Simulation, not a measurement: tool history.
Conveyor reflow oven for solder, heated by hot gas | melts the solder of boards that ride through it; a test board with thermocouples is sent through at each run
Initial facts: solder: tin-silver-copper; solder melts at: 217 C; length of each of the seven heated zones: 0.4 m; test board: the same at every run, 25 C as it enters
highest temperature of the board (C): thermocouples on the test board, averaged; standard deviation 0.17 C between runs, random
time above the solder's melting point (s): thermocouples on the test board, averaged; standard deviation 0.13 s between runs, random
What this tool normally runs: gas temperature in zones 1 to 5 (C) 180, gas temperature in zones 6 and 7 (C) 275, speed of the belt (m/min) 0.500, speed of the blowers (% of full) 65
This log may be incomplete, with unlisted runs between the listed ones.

| run | hour | gas temperature in zones 1 to 5 (C) | gas temperature in zones 6 and 7 (C) | speed of the belt (m/min) | speed of the blowers (% of full) | highest temperature of the board (C) | time above the solder's melting point (s) |
|---|---|---|---|---|---|---|---|
| 1 | 0.0 | 180 | 275 | 0.500 | 65 | 259.4 | 80.9 |
| 2 | 16.0 | 180 | 275 | 0.500 | 65 | 259.4 | 80.9 |
| 3 | 28.2 | 180 | 275 | 0.500 | 65 | 259.2 | 81.0 |
| 4 | 47.1 | 180 | 275 | 0.500 | 65 | 258.9 | 80.8 |
| 5 | 66.6 | 180 | 275 | 0.500 | 65 | 259.1 | 80.9 |
| 6 | 84.8 | 180 | 275 | 0.489 | 65 | 259.6 | 83.0 |
| 7 | 103.6 | 180 | 275 | 0.489 | 65 | 259.5 | 83.0 |
| 8 | 117.3 | 180 | 275 | 0.489 | 65 | 259.4 | 83.1 |
| 9 | 134.6 | 190 | 275 | 0.500 | 65 | 260.7 | 86.7 |
| 10 | 150.6 | 180 | 275 | 0.500 | 65 | 258.8 | 80.7 |
| 11 | 160.5 | 180 | 275 | 0.500 | 75 | 260.9 | 82.7 |
| 12 | 172.7 | 180 | 275 | 0.500 | 61 | 257.6 | 79.1 |
| 13 | 180.9 | 180 | 275 | 0.500 | 61 | 257.6 | 79.3 |
| 14 | 190.5 | 180 | 275 | 0.500 | 61 | 257.3 | 79.3 |

The next listed run, before its measurement:
| 15 | 201.4 | 180 | 289 | 0.500 | 65 | ? | ? |

Run 15 produced highest temperature of the board (C) 270.9, time above the solder's melting point (s) 88.4.
Had the tool carried no hidden state, the very same run would have given highest temperature of the board (C) 272.4, time above the solder's melting point (s) 88.5.

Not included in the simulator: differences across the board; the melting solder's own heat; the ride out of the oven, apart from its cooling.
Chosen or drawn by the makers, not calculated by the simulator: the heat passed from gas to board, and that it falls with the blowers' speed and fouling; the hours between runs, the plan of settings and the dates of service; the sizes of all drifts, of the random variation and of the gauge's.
